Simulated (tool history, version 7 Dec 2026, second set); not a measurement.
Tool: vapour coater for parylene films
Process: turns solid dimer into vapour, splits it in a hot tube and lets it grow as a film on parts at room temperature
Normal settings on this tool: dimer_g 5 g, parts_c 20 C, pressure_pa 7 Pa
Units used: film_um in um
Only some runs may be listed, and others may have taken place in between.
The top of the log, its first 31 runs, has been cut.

run,hour,dimer_g,parts_c,pressure_pa,film_um
32,613.2,6,27,2.06,3.02
33,626.7,5,31,7.32,1.8
34,652.3,5,25,7,2.27
35,678.8,5,20,6.74,2.69
36,697.9,5,19,8.96,2.68
37,723.8,5,19,8.96,2.68
38,739.2,4,14,10.59,2.48
39,751.9,5,19,3.72,3.06
40,777,4,27,5.56,1.7
41,806.1,2,17,6.49,1.18
42,820.3,2,17,6.49,1.2

Predict each of these 4 candidate next runs independently; none follows another, all start after run 42:
A,836.7,8,15,6.49,?
B,836.7,2,28,11.55,?
C,836.7,3,16,6.06,?
D,836.7,2,21,3.87,?

run,film_um
A,5.16
B,0.74
C,1.89
D,1.14
The same runs, with their run-to-run variation unchanged, on a tool lacking any hidden condition would have given:
run,film_um
A,5.1
B,0.73
C,1.87
D,1.13

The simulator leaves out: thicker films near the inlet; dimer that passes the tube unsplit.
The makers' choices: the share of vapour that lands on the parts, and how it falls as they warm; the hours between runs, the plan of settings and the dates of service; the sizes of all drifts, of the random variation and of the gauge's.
